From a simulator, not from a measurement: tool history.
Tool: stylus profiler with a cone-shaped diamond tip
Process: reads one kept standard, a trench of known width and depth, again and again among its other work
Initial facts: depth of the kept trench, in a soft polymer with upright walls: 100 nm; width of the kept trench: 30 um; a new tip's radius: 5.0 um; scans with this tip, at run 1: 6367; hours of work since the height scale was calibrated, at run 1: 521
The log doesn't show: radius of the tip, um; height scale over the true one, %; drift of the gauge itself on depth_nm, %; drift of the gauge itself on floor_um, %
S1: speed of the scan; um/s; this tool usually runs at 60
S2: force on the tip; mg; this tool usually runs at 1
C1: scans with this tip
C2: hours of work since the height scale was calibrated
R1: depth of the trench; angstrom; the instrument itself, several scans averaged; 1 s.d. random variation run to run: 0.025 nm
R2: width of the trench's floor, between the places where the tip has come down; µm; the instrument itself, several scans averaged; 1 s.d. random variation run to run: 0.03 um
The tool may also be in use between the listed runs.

run   hour   S1    S2    C1   C2      R1     R2
  1      0   60     1  6367  521  1007.5   27.2
  2    9.2   60     1  6431  526  1007.7   27.2
  3   24.6   60     1  6538  535  1007.5  27.14
  4     38   60     1  6631  542  1007.2  27.15
  5   44.7   60  0.73  6677  546  1006.5  27.06
  6   59.7  236  0.73  6781  555  1006.2  25.33
  7   69.3   60     1  6847  560  1007.5  27.13
  8   80.1   60  0.88  6922  566    1007  27.13
  9   90.8   78  0.88  6997  572  1007.5  26.95
 10  100.4   78  0.88  7063  578  1006.8  26.94
 11  110.1   78  0.88  7130  583  1006.2  26.97
 12  120.2  124  0.73  7200  589  1006.2  26.38
 13  129.1  124  0.83  7262  594  1006.6  26.55
 14  140.5  233  1.35  7340  600  1008.9  25.99
 15  152.6   17  1.38  7424  607  1008.7  27.54
 16  159.4   45  0.74  7471  611  1006.5  27.17
 17  168.2   28   0.4  7533  616  1004.6  27.29
 18  181.7   28   0.4  7626  624  1005.3  27.27
 19    190   45  0.63  7684  628  1006.1  27.15
 20  205.8  103  0.54  7792  637  1005.5  26.44
 21  216.7  103  0.54  7868  643    1006  26.44
 22  225.6  103  0.54  7930  649  1006.1  26.46

Each row is a separate what-if for the run after 22, all from the same tool condition, not one after another. Results?
  A  238.4   63   0.6  8018  656   ?   ?
  B  238.4  169     1  8018  656   ?   ?
  C  238.4   60  0.76  8018  656   ?   ?
  D  238.4  205  1.27  8018  656   ?   ?

run      R1     R2
  A  1005.9  26.92
  B  1007.5  26.25
  C  1006.6  27.06
  D  1008.6   26.1
What these runs would have given with no unlogged condition in the tool:
run      R1     R2
  A  1003.8  27.32
  B  1005.5  26.64
  C  1004.5  27.46
  D  1006.5  26.49
